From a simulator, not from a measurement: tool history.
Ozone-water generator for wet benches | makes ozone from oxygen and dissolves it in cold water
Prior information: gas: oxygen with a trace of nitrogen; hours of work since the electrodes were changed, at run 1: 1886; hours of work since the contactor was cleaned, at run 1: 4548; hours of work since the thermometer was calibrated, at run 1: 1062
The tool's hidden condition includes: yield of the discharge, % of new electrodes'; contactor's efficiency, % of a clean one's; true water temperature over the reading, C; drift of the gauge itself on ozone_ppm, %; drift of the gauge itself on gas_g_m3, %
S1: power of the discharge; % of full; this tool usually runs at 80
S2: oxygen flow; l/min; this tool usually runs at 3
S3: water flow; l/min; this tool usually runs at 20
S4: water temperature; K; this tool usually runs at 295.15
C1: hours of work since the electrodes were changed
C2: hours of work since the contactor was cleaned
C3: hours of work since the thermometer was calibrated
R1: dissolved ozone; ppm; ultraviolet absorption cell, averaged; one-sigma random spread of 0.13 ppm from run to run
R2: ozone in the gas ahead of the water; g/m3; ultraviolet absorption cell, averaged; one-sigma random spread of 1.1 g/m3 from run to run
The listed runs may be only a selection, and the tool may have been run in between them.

run 1 hour=0 | S1=80 S2=3 S3=20 S4=295.15 | C1=1886 C2=4548 C3=1062 | R1=13.8 R2=186.2
run 2 hour=124 | S1=80 S2=3 S3=20 S4=295.15 | C1=1988 C2=4649 C3=1163 | R1=13.8 R2=183.5
run 3 hour=185.1 | S1=80 S2=3 S3=20 S4=295.15 | C1=2037 C2=4699 C3=1213 | R1=13.5 R2=186.7
run 4 hour=266.8 | S1=80 S2=3 S3=20 S4=295.15 | C1=2104 C2=4765 C3=1280 | R1=13.8 R2=183.6
run 5 hour=326.3 | S1=80 S2=3 S3=20 S4=295.15 | C1=2153 C2=4814 C3=1329 | R1=13.9 R2=186.4
run 6 hour=438.9 | S1=80 S2=3 S3=20 S4=295.15 | C1=2245 C2=4906 C3=1420 | R1=13.6 R2=184.1
run 7 hour=511 | S1=80 S2=3 S3=20 S4=295.15 | C1=2303 C2=4965 C3=1479 | R1=13.8 R2=184.4
run 8 hour=599.1 | S1=80 S2=3 S3=20 S4=295.15 | C1=2375 C2=5037 C3=1551 | R1=13.3 R2=183.1
run 9 hour=717.4 | S1=80 S2=3 S3=20 S4=295.15 | C1=2472 C2=5133 C3=1648 | R1=13.5 R2=185.2
run 10 hour=779.8 | S1=80 S2=1.79 S3=20 S4=295.15 | C1=2523 C2=5184 C3=1699 | R1=11.7 R2=233.4
run 11 hour=888.8 | S1=80 S2=1.79 S3=20 S4=295.15 | C1=2612 C2=5273 C3=1788 | R1=11.8 R2=231.3
run 12 hour=950 | S1=80 S2=3.12 S3=20 S4=295.15 | C1=2662 C2=5323 C3=1838 | R1=13.7 R2=181.3
run 13 hour=1029.5 | S1=80 S2=3.12 S3=20 S4=295.15 | C1=2727 C2=5388 C3=1903 | R1=13.6 R2=181.3
run 14 hour=1107.1 | S1=80 S2=3.12 S3=20 S4=295.15 | C1=2790 C2=5451 C3=1966 | R1=13.6 R2=177.3
run 15 hour=1165.3 | S1=80 S2=3.12 S3=20 S4=295.15 | C1=2837 C2=5499 C3=2013 | R1=13.8 R2=176.6
run 16 hour=1294.4 | S1=80 S2=3.12 S3=20 S4=295.15 | C1=2943 C2=5604 C3=2119 | R1=13.5 R2=177.5
run 17 hour=1351.5 | S1=73 S2=3.77 S3=14 S4=290.15 | C1=2989 C2=5651 C3=2165 | R1=18.4 R2=153
run 18 hour=1465.7 | S1=55 S2=1.72 S3=29 S4=298.15 | C1=3083 C2=5744 C3=2259 | R1=6 R2=178.1
-- hour=1549.7 contactor cleaned
run 19 hour=1588.8 | S1=55 S2=1.72 S3=29 S4=298.15 | C1=3180 C2=32 C3=2356 | R1=5.8 R2=176
run 20 hour=1683.7 | S1=55 S2=4.62 S3=18 S4=298.15 | C1=3257 C2=109 C3=2433 | R1=10.9 R2=113.8
run 21 hour=1776 | S1=55 S2=4.62 S3=18 S4=298.15 | C1=3333 C2=185 C3=2509 | R1=11.2 R2=112.5
run 22 hour=1831.8 | S1=45 S2=4.35 S3=20 S4=295.15 | C1=3378 C2=230 C3=2554 | R1=9.2 R2=99.7
run 23 hour=1949.7 | S1=44 S2=3 S3=20 S4=295.15 | C1=3474 C2=326 C3=2650 | R1=8.7 R2=118
-- hour=1959.5 contactor cleaned, once more
run 24 hour=2066.1 | S1=43 S2=3 S3=20 S4=295.15 | C1=3566 C2=87 C3=2742 | R1=8.6 R2=113.4
run 25 hour=2196.3 | S1=80 S2=3.51 S3=20 S4=295.15 | C1=3672 C2=193 C3=2848 | R1=13.9 R2=166.2
run 26 hour=2263.2 | S1=80 S2=3.51 S3=27 S4=298.15 | C1=3727 C2=248 C3=2903 | R1=10.2 R2=166.8
run 27 hour=2339.9 | S1=80 S2=5.13 S3=20 S4=295.15 | C1=3790 C2=311 C3=2966 | R1=14.3 R2=140
run 28 hour=2403.1 | S1=47 S2=3.61 S3=20 S4=290.15 | C1=3841 C2=362 C3=3017 | R1=10 R2=112.2

Each run again, without the hidden state but with its own random variation kept:
run=1 R1=14.8 R2=194.2
run=2 R1=14.8 R2=191.9
run=3 R1=14.6 R2=195.4
run=4 R1=14.8 R2=192.5
run=5 R1=14.9 R2=195.6
run=6 R1=14.7 R2=193.6
run=7 R1=14.9 R2=194.2
run=8 R1=14.4 R2=193.1
run=9 R1=14.7 R2=195.7
run=10 R1=12.7 R2=246.9
run=11 R1=12.9 R2=245.3
run=12 R1=15 R2=192.4
run=13 R1=14.9 R2=192.8
run=14 R1=15 R2=188.8
run=15 R1=15.2 R2=188.3
run=16 R1=14.8 R2=189.8
run=17 R1=20.2 R2=163.1
run=18 R1=6.5 R2=187.6
run=19 R1=6.4 R2=185.7
run=20 R1=12 R2=120.3
run=21 R1=12.3 R2=119.1
run=22 R1=10.1 R2=104.4
run=23 R1=9.5 R2=123.6
run=24 R1=9.1 R2=118.8
run=25 R1=15.2 R2=180.6
run=26 R1=11.2 R2=181.5
run=27 R1=15.8 R2=152.6
run=28 R1=10.7 R2=118.6

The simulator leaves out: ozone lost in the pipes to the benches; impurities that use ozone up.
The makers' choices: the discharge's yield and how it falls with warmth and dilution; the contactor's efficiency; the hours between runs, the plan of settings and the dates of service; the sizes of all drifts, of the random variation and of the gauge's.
